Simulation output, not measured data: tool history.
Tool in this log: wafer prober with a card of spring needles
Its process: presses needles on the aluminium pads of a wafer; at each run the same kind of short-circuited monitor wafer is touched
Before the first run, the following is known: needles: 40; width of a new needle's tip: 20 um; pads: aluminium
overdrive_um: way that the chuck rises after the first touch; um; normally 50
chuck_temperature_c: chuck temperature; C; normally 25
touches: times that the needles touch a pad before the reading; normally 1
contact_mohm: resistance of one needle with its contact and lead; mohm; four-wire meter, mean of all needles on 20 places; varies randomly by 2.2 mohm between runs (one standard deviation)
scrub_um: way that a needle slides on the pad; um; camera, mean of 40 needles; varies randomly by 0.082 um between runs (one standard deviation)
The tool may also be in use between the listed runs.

run	day	overdrive_um	chuck_temperature_c	touches	contact_mohm	scrub_um
1	0.000	50	25	1	315	8.20
# day 0.079: tips cleaned on abrasive film
# day 0.442: tips cleaned on abrasive film
# day 0.817: tips cleaned on abrasive film
# day 1.142: tips cleaned on abrasive film
2	1.142	50	25	1	250	8.03
# day 1.450: tips cleaned on abrasive film
# day 1.821: tips cleaned on abrasive film
3	2.046	50	41	1	310	8.15
# day 2.204: tips cleaned on abrasive film
# day 2.546: tips cleaned on abrasive film
# day 2.854: tips cleaned on abrasive film
# day 3.162: tips cleaned on abrasive film
4	3.242	50	41	1	296	8.17
# day 3.475: tips cleaned on abrasive film
# day 3.821: tips cleaned on abrasive film
# day 4.129: tips cleaned on abrasive film
# day 4.454: tips cleaned on abrasive film
5	4.454	50	36	1	255	8.11
# day 4.812: tips cleaned on abrasive film
# day 5.179: tips cleaned on abrasive film
6	5.404	50	36	1	316	7.97
# day 5.562: tips cleaned on abrasive film
# day 5.933: tips cleaned on abrasive film
7	6.108	50	25	3	267	8.10
# day 6.262: tips cleaned on abrasive film
# day 6.633: tips cleaned on abrasive film
8	6.804	50	25	3	260	7.95
# day 6.954: tips cleaned on abrasive film
# day 7.312: tips cleaned on abrasive film
9	7.404	50	25	3	261	7.96
# day 7.638: tips cleaned on abrasive film
# day 7.979: tips cleaned on abrasive film
10	8.188	50	25	3	268	7.94
# day 8.333: tips cleaned on abrasive film
# day 8.642: tips cleaned on abrasive film
# day 9.012: tips cleaned on abrasive film
11	9.038	50	25	3	251	8.09
# day 9.325: tips cleaned on abrasive film
# day 9.633: tips cleaned on abrasive film
# day 9.975: tips cleaned on abrasive film
12	9.975	50	25	3	248	7.89
# day 10.058: height of the first contact set anew
# day 10.342: tips cleaned on abrasive film
# day 10.704: tips cleaned on abrasive film
# day 11.071: tips cleaned on abrasive film
13	11.271	50	25	3	276	7.55
# day 11.417: tips cleaned on abrasive film
# day 11.788: tips cleaned on abrasive film
# day 12.154: tips cleaned on abrasive film
# day 12.388: height of the first contact set anew, once more
# day 12.542: tips cleaned on abrasive film
14	12.562	50	25	3	250	8.33
# day 12.904: tips cleaned on abrasive film
# day 13.254: tips cleaned on abrasive film
# day 13.562: tips cleaned on abrasive film
15	13.650	43	25	2	283	7.22
# day 13.883: tips cleaned on abrasive film
# day 14.233: tips cleaned on abrasive film
16	14.238	43	25	1	256	7.12
# day 14.604: tips cleaned on abrasive film
# day 14.979: tips cleaned on abrasive film
# day 15.342: tips cleaned on abrasive film
17	15.479	40	25	3	277	6.69
# day 15.696: tips cleaned on abrasive film
# day 16.004: tips cleaned on abrasive film
18	16.112	40	25	3	278	6.61
# day 16.333: tips cleaned on abrasive film
# day 16.696: tips cleaned on abrasive film
19	16.771	36	86	1	335	5.86
# day 17.004: tips cleaned on abrasive film
# day 17.375: tips cleaned on abrasive film
# day 17.758: tips cleaned on abrasive film
20	17.942	36	86	1	382	5.94
# day 18.067: tips cleaned on abrasive film
# day 18.433: tips cleaned on abrasive film
# day 18.792: tips cleaned on abrasive film
21	18.821	36	86	1	305	5.78
# day 19.129: tips cleaned on abrasive film
# day 19.475: tips cleaned on abrasive film
# day 19.833: tips cleaned on abrasive film
22	20.012	36	86	1	385	5.93
# day 20.154: tips cleaned on abrasive film
# day 20.462: tips cleaned on abrasive film
23	20.658	36	86	1	395	5.76
# day 20.817: tips cleaned on abrasive film
# day 21.179: tips cleaned on abrasive film
# day 21.550: tips cleaned on abrasive film
24	21.788	36	86	1	403	5.73
# day 21.867: tips cleaned on abrasive film
# day 22.238: tips cleaned on abrasive film
# day 22.546: tips cleaned on abrasive film
# day 22.854: tips cleaned on abrasive film
25	22.854	37	86	2	285	5.97
# day 23.221: tips cleaned on abrasive film
# day 23.579: tips cleaned on abrasive film
# day 23.925: tips cleaned on abrasive film
26	23.988	37	86	2	309	5.88
# day 24.296: tips cleaned on abrasive film
# day 24.662: tips cleaned on abrasive film
# day 25.033: tips cleaned on abrasive film
27	25.329	68	51	2	269	10.90

Forecast each of these 4 alternatives for the next run:
# day 25.408: tips cleaned on abrasive film
# day 25.721: tips cleaned on abrasive film
# day 26.088: tips cleaned on abrasive film
# day 26.446: tips cleaned on abrasive film
A	26.483	59	51	2	?	?
# day 25.408: tips cleaned on abrasive film
# day 25.721: tips cleaned on abrasive film
# day 26.088: tips cleaned on abrasive film
# day 26.446: tips cleaned on abrasive film
B	26.483	63	51	2	?	?
# day 25.408: tips cleaned on abrasive film
# day 25.721: tips cleaned on abrasive film
# day 26.088: tips cleaned on abrasive film
# day 26.446: tips cleaned on abrasive film
C	26.483	68	107	2	?	?
# day 25.408: tips cleaned on abrasive film
# day 25.721: tips cleaned on abrasive film
# day 26.088: tips cleaned on abrasive film
# day 26.446: tips cleaned on abrasive film
D	26.483	40	51	2	?	?

run	contact_mohm	scrub_um
A	261	9.40
B	255	10.03
C	268	11.03
D	282	6.30
The same runs, with their run-to-run variation unchanged, on a tool lacking any hidden condition would have given:
run	contact_mohm	scrub_um
A	248	9.72
B	243	10.36
C	258	11.36
D	255	6.62

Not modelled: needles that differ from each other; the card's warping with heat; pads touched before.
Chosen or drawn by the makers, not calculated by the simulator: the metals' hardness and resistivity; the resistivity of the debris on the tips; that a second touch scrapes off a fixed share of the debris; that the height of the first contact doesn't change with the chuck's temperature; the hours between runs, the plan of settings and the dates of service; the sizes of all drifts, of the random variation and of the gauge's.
